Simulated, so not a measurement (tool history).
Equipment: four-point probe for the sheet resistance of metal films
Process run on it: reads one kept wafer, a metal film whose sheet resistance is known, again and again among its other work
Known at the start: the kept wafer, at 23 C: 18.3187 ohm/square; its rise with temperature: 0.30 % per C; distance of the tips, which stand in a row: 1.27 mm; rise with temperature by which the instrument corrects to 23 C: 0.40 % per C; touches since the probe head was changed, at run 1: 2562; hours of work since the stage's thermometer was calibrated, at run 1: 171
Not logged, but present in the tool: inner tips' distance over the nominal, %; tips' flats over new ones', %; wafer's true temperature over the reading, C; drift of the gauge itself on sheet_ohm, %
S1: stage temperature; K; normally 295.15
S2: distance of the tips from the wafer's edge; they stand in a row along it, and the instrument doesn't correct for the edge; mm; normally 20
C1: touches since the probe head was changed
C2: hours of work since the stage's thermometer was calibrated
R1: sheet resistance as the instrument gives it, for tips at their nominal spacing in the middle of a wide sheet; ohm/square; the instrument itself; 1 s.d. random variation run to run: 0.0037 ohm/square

Run 1, hour 0.0: usual settings; C1 2562; C2 171. Result: R1 18.432824 ohm/square.
Run 2, hour 98.7: usual settings; C1 5512; C2 246. Result: R1 18.435204 ohm/square.
Run 3, hour 206.5: usual settings but S1 304.15 K; C1 8730; C2 329. Result: R1 18.280977 ohm/square.
Run 4, hour 324.3: usual settings but S1 304.15 K; C1 12247; C2 419. Result: R1 18.276175 ohm/square.
Run 5, hour 389.4: usual settings but S1 304.15 K; C1 14191; C2 469. Result: R1 18.285119 ohm/square.
Run 6, hour 478.2: usual settings but S1 292.15 K; C1 16844; C2 537. Result: R1 18.503913 ohm/square.
Run 7, hour 613.1: usual settings but S1 292.15 K; C1 20873; C2 641. Result: R1 18.499575 ohm/square.
Run 8, hour 734.8: usual settings; C1 24507; C2 734. Result: R1 18.444520 ohm/square.
Run 9, hour 835.0: usual settings but S1 303.15 K; C1 27500; C2 811. Result: R1 18.307625 ohm/square.
Run 10, hour 917.7: usual settings but S1 303.15 K; C1 29970; C2 874. Result: R1 18.312047 ohm/square.
Run 11, hour 1042.3: usual settings but S1 303.15 K; C1 33692; C2 969. Result: R1 18.317038 ohm/square.
Run 12, hour 1145.9: usual settings; C1 36787; C2 1049. Result: R1 18.457113 ohm/square.
Run 13, hour 1247.5: usual settings; C1 39819; C2 1127. Result: R1 18.468826 ohm/square.
Run 14, hour 1375.2: usual settings; C1 43635; C2 1224. Result: R1 18.462849 ohm/square.
Run 15, hour 1440.9: usual settings; C1 45597; C2 1275. Result: R1 18.472798 ohm/square.
Run 16, hour 1552.9: usual settings; C1 48942; C2 1361. Result: R1 18.475984 ohm/square.
Run 17, hour 1623.3: usual settings; C1 51045; C2 1415. Result: R1 18.473205 ohm/square.
Run 18, hour 1712.6: usual settings; C1 53711; C2 1483. Result: R1 18.480689 ohm/square.
Run 19, hour 1840.0: usual settings but S2 4 mm; C1 57517; C2 1581. Result: R1 19.384581 ohm/square.
Run 20, hour 1936.4: usual settings but S2 4 mm; C1 60396; C2 1655. Result: R1 19.394659 ohm/square.
Run 21, hour 2030.7: usual settings but S1 296.15 K; C1 63212; C2 1727. Result: R1 18.469133 ohm/square.
Run 22, hour 2177.6: usual settings but S1 296.15 K; C1 67600; C2 1839. Result: R1 18.473431 ohm/square.
Run 23, hour 2314.7: usual settings; C1 71693; C2 1944. Result: R1 18.494964 ohm/square.
At hour 2403.3: stage's thermometer calibrated.
Run 24, hour 2426.1: usual settings; C1 75006; C2 17. Result: R1 18.486607 ohm/square.
Run 25, hour 2509.3: usual settings; C1 77493; C2 81. Result: R1 18.487264 ohm/square.
Run 26, hour 2640.7: usual settings but S1 308.15 K, S2 13 mm; C1 81415; C2 182. Result: R1 18.324019 ohm/square.
At hour 2663.4: stage's thermometer calibrated, once more.
Run 27, hour 2782.1: usual settings but S1 308.15 K, S2 13 mm; C1 85623; C2 91. Result: R1 18.373333 ohm/square.
Run 28, hour 2905.8: usual settings but S1 293.15 K, S2 5 mm; C1 89319; C2 186. Result: R1 19.178367 ohm/square.
Run 29, hour 3013.9: usual settings but S1 296.15 K; C1 92546; C2 269. Result: R1 18.537299 ohm/square.
Run 30, hour 3098.9: usual settings but S1 291.15 K; C1 95086; C2 334. Result: R1 18.629453 ohm/square.
Run 31, hour 3169.7: usual settings but S2 6 mm; C1 97200; C2 388. Result: R1 18.952720 ohm/square.
Run 32, hour 3280.4: usual settings but S2 6 mm; C1 100506; C2 473. Result: R1 18.955652 ohm/square.
Run 33, hour 3386.2: usual settings but S1 302.15 K, S2 48 mm; C1 103665; C2 554. Result: R1 18.404256 ohm/square.
Run 34, hour 3503.4: usual settings but S1 302.15 K, S2 48 mm; C1 107165; C2 644. Result: R1 18.407517 ohm/square.
Run 35, hour 3589.9: usual settings but S1 294.15 K, S2 42 mm; C1 109750; C2 710. Result: R1 18.553986 ohm/square.
Run 36, hour 3709.3: usual settings but S1 294.15 K, S2 13 mm; C1 113314; C2 801. Result: R1 18.648951 ohm/square.
Run 37, hour 3780.9: usual settings but S1 293.15 K, S2 22 mm; C1 115453; C2 856. Result: R1 18.600839 ohm/square.
Run 38, hour 3914.5: usual settings but S1 292.15 K, S2 49 mm; C1 119444; C2 959. Result: R1 18.598823 ohm/square.
Run 39, hour 4005.1: usual settings but S1 291.15 K, S2 3 mm; C1 122151; C2 1028. Result: R1 20.237546 ohm/square.
Run 40, hour 4149.6: usual settings but S1 291.15 K, S2 3 mm; C1 126466; C2 1139. Result: R1 20.242538 ohm/square.
Run 41, hour 4290.1: usual settings but S1 304.15 K, S2 10 mm; C1 130662; C2 1246. Result: R1 18.539306 ohm/square.
Run 42, hour 4431.5: usual settings but S2 36 mm; C1 134884; C2 1355. Result: R1 18.565478 ohm/square.
Run 43, hour 4531.6: usual settings but S2 9 mm; C1 137874; C2 1431. Result: R1 18.745001 ohm/square.
Run 44, hour 4668.6: usual settings but S2 9 mm; C1 141966; C2 1536. Result: R1 18.748519 ohm/square.
Run 45, hour 4768.0: usual settings but S1 308.15 K, S2 31 mm; C1 144934; C2 1613. Result: R1 18.341338 ohm/square.

Hidden state or all else? Some run-to-run changes of R1, split into what the settings, what came in and random variation would give without the hidden state, and what is left for the hidden state (with any gauge scatter that isn't in both results):
Run 20 -> 21: S1 295.15 -> 296.15, S2 4 -> 20. R1 -0.925526 ohm/square: hidden state -0.002095, all else -0.923431.
Run 26 -> 27: stage's thermometer calibrated, once more. R1 +0.049314 ohm/square: hidden state +0.055477, all else -0.006163.
Run 38 -> 39: S1 292.15 -> 291.15, S2 49 -> 3. R1 +1.638723 ohm/square: hidden state +0.018363, all else +1.620360.
Run 40 -> 41: S1 291.15 -> 304.15, S2 3 -> 10. R1 -1.703232 ohm/square: hidden state -0.013163, all else -1.690069.
